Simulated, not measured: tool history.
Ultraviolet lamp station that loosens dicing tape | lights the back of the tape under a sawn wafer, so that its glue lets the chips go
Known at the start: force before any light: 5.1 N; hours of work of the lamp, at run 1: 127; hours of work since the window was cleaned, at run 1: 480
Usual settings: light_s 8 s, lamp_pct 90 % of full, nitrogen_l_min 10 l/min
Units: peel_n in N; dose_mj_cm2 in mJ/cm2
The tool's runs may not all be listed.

run,day,light_s,lamp_pct,nitrogen_l_min,hours of work of the lamp,hours of work since the window was cleaned,peel_n,dose_mj_cm2
1,0.000,8,90,10,127,480,0.268,264
2,0.258,8,90,10,132,484,0.262,266
3,0.646,8,91,10,138,490,0.262,269
# day 0.729: window cleaned of glue's vapour
4,0.888,8,91,10,141,2,0.261,270
5,1.212,8,91,10,146,8,0.252,268
6,1.429,8,91,10,149,11,0.262,269
7,1.721,8,91,10,154,15,0.260,271
8,2.112,8,90,10,160,22,0.256,266
9,2.333,8,90,10,164,25,0.267,267
10,2.704,8,90,10,169,31,0.262,270
11,3.038,8,90,10,175,36,0.264,268
12,3.221,12,90,10,178,39,0.235,397
13,3.400,12,88,10,180,42,0.248,391
14,3.783,15,69,6,186,48,0.241,379
15,3.950,8,93,10,189,50,0.249,277
16,4.271,11,61,6,194,55,0.291,243
17,4.467,11,61,6,197,59,0.308,250
18,4.658,11,61,6,200,61,0.303,248
19,4.821,9,63,18,203,64,0.270,212
20,5.171,9,63,18,208,69,0.270,210
21,5.479,6,87,8,213,74,0.360,193
22,5.683,6,87,8,216,78,0.357,196
23,6.062,6,87,8,222,83,0.366,195
24,6.454,6,87,8,228,90,0.361,192
25,6.779,8,83,10,233,95,0.268,245
26,7.079,9,61,16,238,99,0.289,204

Forecast each of these 3 alternatives for the next run:
A,7.450,16,90,10,244,105,?,?
B,7.450,8,98,10,244,105,?,?
C,7.450,6,82,7,244,105,?,?

run,peel_n,dose_mj_cm2
A,0.241,530
B,0.250,288
C,0.398,183
Without the tool's hidden state the same runs would have given:
run,peel_n,dose_mj_cm2
A,0.241,531
B,0.250,288
C,0.398,183
